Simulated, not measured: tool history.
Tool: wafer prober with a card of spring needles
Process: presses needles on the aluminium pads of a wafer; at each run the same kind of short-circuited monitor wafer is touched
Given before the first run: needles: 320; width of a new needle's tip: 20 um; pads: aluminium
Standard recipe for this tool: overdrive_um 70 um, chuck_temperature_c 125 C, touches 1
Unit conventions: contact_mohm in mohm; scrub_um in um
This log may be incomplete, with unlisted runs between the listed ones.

Run 1, hour 0: usual settings. Result: contact_mohm 237 mohm, scrub_um 13.9 um.
At hour 12.2: tips cleaned on abrasive film.
Run 2, hour 12.2: usual settings. Result: contact_mohm 237 mohm, scrub_um 13.93 um.
At hour 25.1: tips cleaned on abrasive film.
Run 3, hour 30.3: usual settings but chuck_temperature_c 25 C. Result: contact_mohm 215 mohm, scrub_um 13.88 um.
At hour 38.5: tips cleaned on abrasive film.
At hour 51.4: tips cleaned on abrasive film.
Run 4, hour 56.2: usual settings but chuck_temperature_c 25 C, touches 2. Result: contact_mohm 211 mohm, scrub_um 13.93 um.
At hour 63.4: tips cleaned on abrasive film.
At hour 69.3: height of the first contact set anew.
At hour 76.2: tips cleaned on abrasive film.
Run 5, hour 82.3: usual settings. Result: contact_mohm 239 mohm, scrub_um 13.89 um.
At hour 88.5: tips cleaned on abrasive film.
At hour 100.7: tips cleaned on abrasive film.
Run 6, hour 106.9: usual settings but overdrive_um 69 um. Result: contact_mohm 237 mohm, scrub_um 13.73 um.
At hour 113: tips cleaned on abrasive film.
At hour 125.3: tips cleaned on abrasive film.
Run 7, hour 127.9: usual settings but overdrive_um 69 um. Result: contact_mohm 233 mohm, scrub_um 13.72 um.
At hour 138.7: tips cleaned on abrasive film.
At hour 151.8: tips cleaned on abrasive film.
Run 8, hour 152.7: usual settings but overdrive_um 57 um. Result: contact_mohm 240 mohm, scrub_um 11.28 um.
At hour 165.6: tips cleaned on abrasive film.
Run 9, hour 168.5: usual settings. Result: contact_mohm 237 mohm, scrub_um 13.9 um.
At hour 177.7: tips cleaned on abrasive film.
Run 10, hour 186.8: usual settings but overdrive_um 68 um. Result: contact_mohm 239 mohm, scrub_um 13.53 um.
At hour 190.2: tips cleaned on abrasive film.
At hour 202.1: tips cleaned on abrasive film.
Run 11, hour 203.9: usual settings but overdrive_um 87 um, chuck_temperature_c 68 C, touches 2. Result: contact_mohm 218 mohm, scrub_um 17.29 um.
At hour 214.9: tips cleaned on abrasive film.
At hour 227.6: tips cleaned on abrasive film.
Run 12, hour 230.2: usual settings but overdrive_um 87 um, chuck_temperature_c 68 C, touches 2. Result: contact_mohm 219 mohm, scrub_um 17.27 um.
At hour 239.8: tips cleaned on abrasive film.
Run 13, hour 248.3: usual settings but overdrive_um 54 um, chuck_temperature_c 40 C. Result: contact_mohm 222 mohm, scrub_um 10.76 um.
At hour 251.7: tips cleaned on abrasive film.
At hour 263.6: tips cleaned on abrasive film.
Run 14, hour 264.1: usual settings but overdrive_um 52 um, chuck_temperature_c 47 C. Result: contact_mohm 222 mohm, scrub_um 10.35 um.
At hour 276.3: tips cleaned on abrasive film.
Run 15, hour 281.6: usual settings but overdrive_um 64 um. Result: contact_mohm 237 mohm, scrub_um 12.7 um.
At hour 289.6: tips cleaned on abrasive film.
Run 16, hour 292.9: usual settings but overdrive_um 64 um, chuck_temperature_c 37 C. Result: contact_mohm 218 mohm, scrub_um 12.68 um.
At hour 297.1: height of the first contact set anew.
At hour 302.2: tips cleaned on abrasive film.
At hour 314: tips cleaned on abrasive film.
Run 17, hour 317.9: usual settings but overdrive_um 64 um, chuck_temperature_c 37 C. Result: contact_mohm 219 mohm, scrub_um 12.72 um.

Predict each of these 5 candidate next runs independently; none follows another, all start after run 17:
At hour 327.3: tips cleaned on abrasive film.
Run A, hour 338.4: usual settings but overdrive_um 64 um, chuck_temperature_c 61 C, touches 3. Result: contact_mohm ?, scrub_um ?.
At hour 327.3: tips cleaned on abrasive film.
Run B, hour 338.4: usual settings but overdrive_um 89 um, chuck_temperature_c 29 C, touches 2. Result: contact_mohm ?, scrub_um ?.
At hour 327.3: tips cleaned on abrasive film.
Run C, hour 338.4: usual settings. Result: contact_mohm ?, scrub_um ?.
At hour 327.3: tips cleaned on abrasive film.
Run D, hour 338.4: usual settings but chuck_temperature_c 41 C. Result: contact_mohm ?, scrub_um ?.
At hour 327.3: tips cleaned on abrasive film.
Run E, hour 338.4: usual settings but overdrive_um 55 um, chuck_temperature_c 70 C. Result: contact_mohm ?, scrub_um ?.

run  contact_mohm  scrub_um
  A           223     12.75
  B           209     17.67
  C           235     13.91
  D           216     13.92
  E           230     10.92
Take away the tool's hidden state, keep each run's random variation, and the runs would have read:
run  contact_mohm  scrub_um
  A           223     12.75
  B           209     17.67
  C           235     13.91
  D           215     13.92
  E           230     10.92

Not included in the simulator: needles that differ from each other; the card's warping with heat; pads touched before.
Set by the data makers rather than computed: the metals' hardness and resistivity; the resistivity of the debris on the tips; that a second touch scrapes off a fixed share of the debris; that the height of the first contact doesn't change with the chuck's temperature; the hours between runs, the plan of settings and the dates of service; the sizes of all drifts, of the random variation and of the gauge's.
